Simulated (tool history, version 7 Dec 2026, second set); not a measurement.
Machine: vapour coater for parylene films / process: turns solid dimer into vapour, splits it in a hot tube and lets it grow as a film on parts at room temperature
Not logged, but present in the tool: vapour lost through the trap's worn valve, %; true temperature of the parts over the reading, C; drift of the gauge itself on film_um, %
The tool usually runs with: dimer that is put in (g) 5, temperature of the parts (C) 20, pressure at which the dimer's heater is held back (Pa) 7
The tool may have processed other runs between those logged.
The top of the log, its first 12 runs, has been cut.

run	day	dimer that is put in (g)	temperature of the parts (C)	pressure at which the dimer's heater is held back (Pa)	hours of work since the trap's valve was overhauled	hours of work since the table's thermometer was calibrated	thickness of the film (um)
13	23.529	5	20	7	175	443	0.99
14	25.871	5	20	7	201	469	1.03
15	28.042	5	20	7	225	493	1.01
16	29.85	5	20	7	245	514	1
17	31.062	5	20	7	259	527	1
18	32.275	5	20	7	272	541	0.96
19	34.058	5	20	7	292	560	0.97
20	36.158	5	20	7	315	584	0.95
21	38.192	7	21	10.9	338	606	1.22
22	39.7	7	21	10.9	355	623	1.23
23	42.3	5	20	4.32	384	652	0.98
24	45.058	5	21	4.15	414	683	0.97
25	46.8	5	21	4.15	434	702	0.97
26	48.129	6	20	7	448	717	1.1
27	50.838	3	20	7	479	747	0.55
28	52.525	7	19	10.95	497	766	1.29
# day 52.692: table's thermometer calibrated
29	54.446	4	20	7	518	20	0.73
30	57.246	4	20	7	549	51	0.72
# day 58.204: trap's valve overhauled
31	58.958	3	18	7	8	68	0.66

Expected results for the next run?
32	60.825	2	29	8.91	29	89	?

Run 32 came out at thickness of the film (um) 0.27.
Had the tool carried no hidden state, the very same run would have given thickness of the film (um) 0.28.

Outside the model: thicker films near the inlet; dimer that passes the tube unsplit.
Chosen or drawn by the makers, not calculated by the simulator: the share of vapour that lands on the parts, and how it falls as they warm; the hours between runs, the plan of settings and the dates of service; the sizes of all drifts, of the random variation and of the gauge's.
